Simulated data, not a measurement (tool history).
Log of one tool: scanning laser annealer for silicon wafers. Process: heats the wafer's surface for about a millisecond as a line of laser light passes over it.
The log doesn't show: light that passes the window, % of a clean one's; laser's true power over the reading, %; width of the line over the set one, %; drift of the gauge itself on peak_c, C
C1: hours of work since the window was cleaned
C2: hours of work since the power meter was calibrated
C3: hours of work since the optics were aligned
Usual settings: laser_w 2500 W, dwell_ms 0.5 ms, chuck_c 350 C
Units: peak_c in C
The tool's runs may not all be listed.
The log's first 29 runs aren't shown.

run 30 hour=1160.8 | laser_w=2582 dwell_ms=0.377 chuck_c=326 | C1=94 C2=1145 C3=674 | peak_c=1029
run 31 hour=1206.6 | laser_w=2584 dwell_ms=0.616 chuck_c=364 | C1=130 C2=1182 C3=711 | peak_c=1275
run 32 hour=1256.6 | laser_w=2584 dwell_ms=0.616 chuck_c=364 | C1=170 C2=1221 C3=750 | peak_c=1269
run 33 hour=1303.8 | laser_w=2500 dwell_ms=0.351 chuck_c=347 | C1=208 C2=1259 C3=788 | peak_c=991
run 34 hour=1350.8 | laser_w=2500 dwell_ms=0.351 chuck_c=347 | C1=245 C2=1296 C3=825 | peak_c=992
run 35 hour=1394 | laser_w=2500 dwell_ms=0.351 chuck_c=347 | C1=280 C2=1331 C3=860 | peak_c=988
run 36 hour=1441.8 | laser_w=2500 dwell_ms=0.563 chuck_c=345 | C1=318 C2=1369 C3=898 | peak_c=1167
run 37 hour=1467.7 | laser_w=2500 dwell_ms=0.563 chuck_c=345 | C1=338 C2=1389 C3=918 | peak_c=1164
run 38 hour=1508 | laser_w=2341 dwell_ms=0.5 chuck_c=324 | C1=370 C2=1422 C3=950 | peak_c=1036
run 39 hour=1545.2 | laser_w=2175 dwell_ms=0.5 chuck_c=339 | C1=400 C2=1451 C3=980 | peak_c=990
run 40 hour=1586.4 | laser_w=2205 dwell_ms=0.5 chuck_c=388 | C1=433 C2=1484 C3=1013 | peak_c=1049
run 41 hour=1621.9 | laser_w=2205 dwell_ms=0.5 chuck_c=388 | C1=461 C2=1512 C3=1041 | peak_c=1048
run 42 hour=1659.5 | laser_w=2205 dwell_ms=0.5 chuck_c=388 | C1=491 C2=1542 C3=1071 | peak_c=1044

3 ways to go on from here, each from the tool as it stands after run 42. What would each give?
run A hour=1695.4 | laser_w=2136 dwell_ms=0.5 chuck_c=369 | C1=520 C2=1571 C3=1100 | peak_c=?
run B hour=1695.4 | laser_w=2364 dwell_ms=0.554 chuck_c=388 | C1=520 C2=1571 C3=1100 | peak_c=?
run C hour=1695.4 | laser_w=2698 dwell_ms=0.378 chuck_c=350 | C1=520 C2=1571 C3=1100 | peak_c=?

run=A peak_c=1001
run=B peak_c=1142
run=C peak_c=1070
Without the tool's hidden state the same runs would have given:
run=A peak_c=1041
run=B peak_c=1189
run=C peak_c=1115
